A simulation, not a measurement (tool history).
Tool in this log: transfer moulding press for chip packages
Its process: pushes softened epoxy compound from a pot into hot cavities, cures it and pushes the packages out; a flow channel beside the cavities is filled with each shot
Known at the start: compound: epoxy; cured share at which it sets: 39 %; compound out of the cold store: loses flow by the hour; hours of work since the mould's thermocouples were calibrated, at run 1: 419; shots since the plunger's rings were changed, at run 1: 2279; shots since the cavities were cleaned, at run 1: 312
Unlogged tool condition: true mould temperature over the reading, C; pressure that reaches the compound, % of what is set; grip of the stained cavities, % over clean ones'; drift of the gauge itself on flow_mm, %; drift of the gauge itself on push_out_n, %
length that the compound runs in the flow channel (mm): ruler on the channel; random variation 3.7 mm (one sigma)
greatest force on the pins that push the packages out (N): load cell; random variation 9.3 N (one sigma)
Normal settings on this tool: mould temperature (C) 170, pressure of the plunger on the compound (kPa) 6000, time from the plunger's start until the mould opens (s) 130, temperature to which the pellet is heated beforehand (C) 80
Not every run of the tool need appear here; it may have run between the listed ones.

run   hour  mould temperature (C)  pressure of the plunger on the compound (kPa)  time from the plunger's start until the mould opens (s)  temperature to which the pellet is heated beforehand (C)  hours of work since the mould's thermocouples were calibrated  shots since the plunger's rings were changed  shots since the cavities were cleaned  incoming compound's hours out of the cold store  length that the compound runs in the flow channel (mm)  greatest force on the pins that push the packages out (N)
  1      0                    170                                           6000                                                      130                                                        80                                                            419                                          2279                                    312                                             17.3                                                     950                                                        731
  2   12.4                    170                                           6000                                                      130                                                        74                                                            426                                          2382                                    415                                             24.6                                                     939                                                        807
  3     29                    170                                           5270                                                      130                                                        80                                                            435                                          2520                                    553                                               13                                                     903                                                        850
      32.6  -- cavities cleaned with cleaning compound and waxed
  4   52.7                    170                                           5270                                                      130                                                        80                                                            447                                          2705                                    167                                             46.5                                                     828                                                        598
  5   77.9                    170                                           7450                                                      130                                                        80                                                            462                                          2916                                    378                                             24.2                                                    1034                                                        763
      84.1  -- plunger's sealing rings changed
  6  101.6                    170                                           7450                                                      130                                                        80                                                            473                                           146                                    554                                             27.4                                                    1078                                                        849
     104.9  -- cavities cleaned with cleaning compound and waxed
  7  114.5                    170                                           7450                                                      130                                                        80                                                            480                                           241                                     80                                             23.5                                                    1089                                                        546
  8  126.7                    170                                           6000                                                      119                                                        80                                                            487                                           342                                    181                                             23.8                                                     974                                                        731
  9  151.7                    170                                           6000                                                      119                                                        80                                                            501                                           551                                    390                                             45.9                                                     916                                                        856
       174  -- cavities cleaned with cleaning compound and waxed
 10    174                    170                                           6000                                                      119                                                        80                                                            512                                           724                                      0                                             11.6                                                     999                                                        519
 11  197.1                    170                                           6000                                                      130                                                        80                                                            525                                           917                                    193                                             25.4                                                     954                                                        645
 12  208.8                    168                                           6000                                                      130                                                        80                                                            532                                          1014                                    290                                               39                                                     934                                                        767
 13  226.8                    172                                           6000                                                      130                                                        80                                                            542                                          1164                                    440                                             43.2                                                     911                                                        684
     243.4  -- cavities cleaned with cleaning compound and waxed
 14  250.3                    172                                           6000                                                      130                                                        80                                                            554                                          1348                                     58                                             14.8                                                     969                                                        461
 15  261.2                    172                                           6000                                                      130                                                        80                                                            560                                          1438                                    148                                             36.2                                                     916                                                        535
 16  283.9                    172                                           6000                                                      130                                                        80                                                            573                                          1628                                    338                                             14.4                                                     961                                                        709
 17  296.1                    170                                           6000                                                      126                                                        80                                                            580                                          1729                                    439                                             21.2                                                     954                                                        823
 18  308.8                    170                                           6110                                                      134                                                        74                                                            587                                          1835                                    545                                             40.3                                                     921                                                        840
       314  -- cavities cleaned with cleaning compound and waxed
 19  334.7                    170                                           6110                                                      134                                                        74                                                            601                                          2039                                    173                                             30.1                                                     939                                                        619
 20  356.7                    170                                           5740                                                      167                                                        74                                                            613                                          2221                                    355                                             45.5                                                     876                                                        637
 21  367.4                    170                                           5220                                                      130                                                        87                                                            619                                          2311                                    445                                             46.8                                                     832                                                        792
       383  -- cavities cleaned with cleaning compound and waxed
 22  389.5                    168                                           5040                                                      157                                                        76                                                            631                                          2483                                     55                                               11                                                     897                                                        466
 23  408.1                    164                                           7410                                                      112                                                        82                                                            641                                          2638                                    210                                             32.9                                                    1043                                                       1381
 24  420.8                    171                                           4910                                                      130                                                        82                                                            648                                          2743                                    315                                             35.6                                                     818                                                        699
 25  433.1                    173                                           5030                                                      168                                                        78                                                            655                                          2845                                    417                                             22.5                                                     845                                                        641
     449.1  -- plunger's sealing rings changed
       455  -- cavities cleaned with cleaning compound and waxed
 26  460.2                    170                                           7210                                                      130                                                        80                                                            668                                            80                                     43                                               28                                                    1066                                                        504
 27  472.9                    171                                           7210                                                      130                                                        83                                                            675                                           186                                    149                                             41.6                                                    1023                                                        585

Consider 4 possible next runs. They are alternatives, not a sequence: every one starts from the tool as it was left by run 27. What does each give?
  A  487.4                    163                                           5010                                                      130                                                        84                                                            683                                           307                                    270                                             18.5                                                       ?                                                          ?
  B  487.4                    176                                           7210                                                      130                                                        83                                                            683                                           307                                    270                                             30.7                                                       ?                                                          ?
  C  487.4                    175                                           6090                                                      139                                                        80                                                            683                                           307                                    270                                             33.7                                                       ?                                                          ?
  D  487.4                    167                                           7210                                                      130                                                        83                                                            683                                           307                                    270                                             36.4                                                       ?                                                          ?

run  length that the compound runs in the flow channel (mm)  greatest force on the pins that push the packages out (N)
  A                                                     934                                                       1214
  B                                                    1029                                                        596
  C                                                     935                                                        580
  D                                                    1052                                                        888
Without the tool's unlogged condition, the same runs would have read:
run  length that the compound runs in the flow channel (mm)  greatest force on the pins that push the packages out (N)
  A                                                     937                                                        712
  B                                                    1033                                                        360
  C                                                     938                                                        351
  D                                                    1056                                                        524

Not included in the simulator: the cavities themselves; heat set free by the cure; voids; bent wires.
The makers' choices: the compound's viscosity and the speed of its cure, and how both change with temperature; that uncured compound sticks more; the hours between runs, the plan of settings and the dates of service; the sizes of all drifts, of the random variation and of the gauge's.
